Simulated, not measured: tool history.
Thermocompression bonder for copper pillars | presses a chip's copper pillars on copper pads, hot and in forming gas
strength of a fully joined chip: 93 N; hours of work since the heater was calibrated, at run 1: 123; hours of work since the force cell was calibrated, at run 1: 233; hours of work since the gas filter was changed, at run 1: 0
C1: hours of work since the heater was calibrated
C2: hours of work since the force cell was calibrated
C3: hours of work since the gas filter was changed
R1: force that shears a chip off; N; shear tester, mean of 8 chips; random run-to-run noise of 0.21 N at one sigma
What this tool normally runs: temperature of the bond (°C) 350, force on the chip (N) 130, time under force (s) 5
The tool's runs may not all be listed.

Run 1, hour 0: usual settings; C1 123; C2 233; C3 0. Result: R1 37.3 N.
Run 2, hour 12.8: usual settings; C1 132; C2 242; C3 9. Result: R1 37.3 N.
Run 3, hour 28.9: usual settings; C1 144; C2 253; C3 20. Result: R1 37 N.
Run 4, hour 43.1: usual settings; C1 153; C2 263; C3 30. Result: R1 37.1 N.
Run 5, hour 55.7: usual settings but force on the chip (N) 105; C1 162; C2 272; C3 39. Result: R1 29.5 N.
Run 6, hour 64.6: usual settings but force on the chip (N) 105; C1 168; C2 278; C3 45. Result: R1 29.5 N.
Run 7, hour 80.2: usual settings but temperature of the bond (°C) 375; C1 179; C2 289; C3 56. Result: R1 44.6 N.
Run 8, hour 91: usual settings but temperature of the bond (°C) 375; C1 187; C2 296; C3 63. Result: R1 44.6 N.
Run 9, hour 101.9: usual settings but temperature of the bond (°C) 375, force on the chip (N) 125; C1 194; C2 304; C3 71. Result: R1 42.8 N.
Run 10, hour 115.3: usual settings but temperature of the bond (°C) 359, force on the chip (N) 107, time under force (s) 13; C1 204; C2 313; C3 80. Result: R1 45.9 N.
Run 11, hour 132.4: usual settings but temperature of the bond (°C) 359, force on the chip (N) 107, time under force (s) 13; C1 215; C2 325; C3 92. Result: R1 46.1 N.
Run 12, hour 144.5: usual settings but force on the chip (N) 120, time under force (s) 13; C1 224; C2 333; C3 100. Result: R1 47.9 N.
Run 13, hour 156.6: usual settings but force on the chip (N) 120, time under force (s) 13; C1 232; C2 342; C3 109. Result: R1 47.9 N.
Run 14, hour 172: usual settings but force on the chip (N) 120, time under force (s) 13; C1 243; C2 352; C3 120. Result: R1 47.9 N.
Run 15, hour 182.7: usual settings but force on the chip (N) 120, time under force (s) 13; C1 250; C2 360; C3 127. Result: R1 47.7 N.

What if the next run were any one of these 5? Each begins from the tool's condition after run 15:
Run A, hour 196.6: usual settings but temperature of the bond (°C) 371, force on the chip (N) 84, time under force (s) 8; C1 260; C2 370; C3 137. Result: R1 ?.
Run B, hour 196.6: usual settings but temperature of the bond (°C) 374, force on the chip (N) 83, time under force (s) 13; C1 260; C2 370; C3 137. Result: R1 ?.
Run C, hour 196.6: usual settings but temperature of the bond (°C) 372, force on the chip (N) 120, time under force (s) 15; C1 260; C2 370; C3 137. Result: R1 ?.
Run D, hour 196.6: usual settings but temperature of the bond (°C) 362, force on the chip (N) 97, time under force (s) 3; C1 260; C2 370; C3 137. Result: R1 ?.
Run E, hour 196.6: usual settings but force on the chip (N) 179, time under force (s) 6; C1 260; C2 370; C3 137. Result: R1 ?.

run    R1
  A  32.7
  B  39.2
  C  57.3
  D  23.9
  E  52.9
What these runs would have given with no unlogged condition in the tool:
run    R1
  A  32.4
  B    39
  C  57.5
  D  23.6
  E  52.9
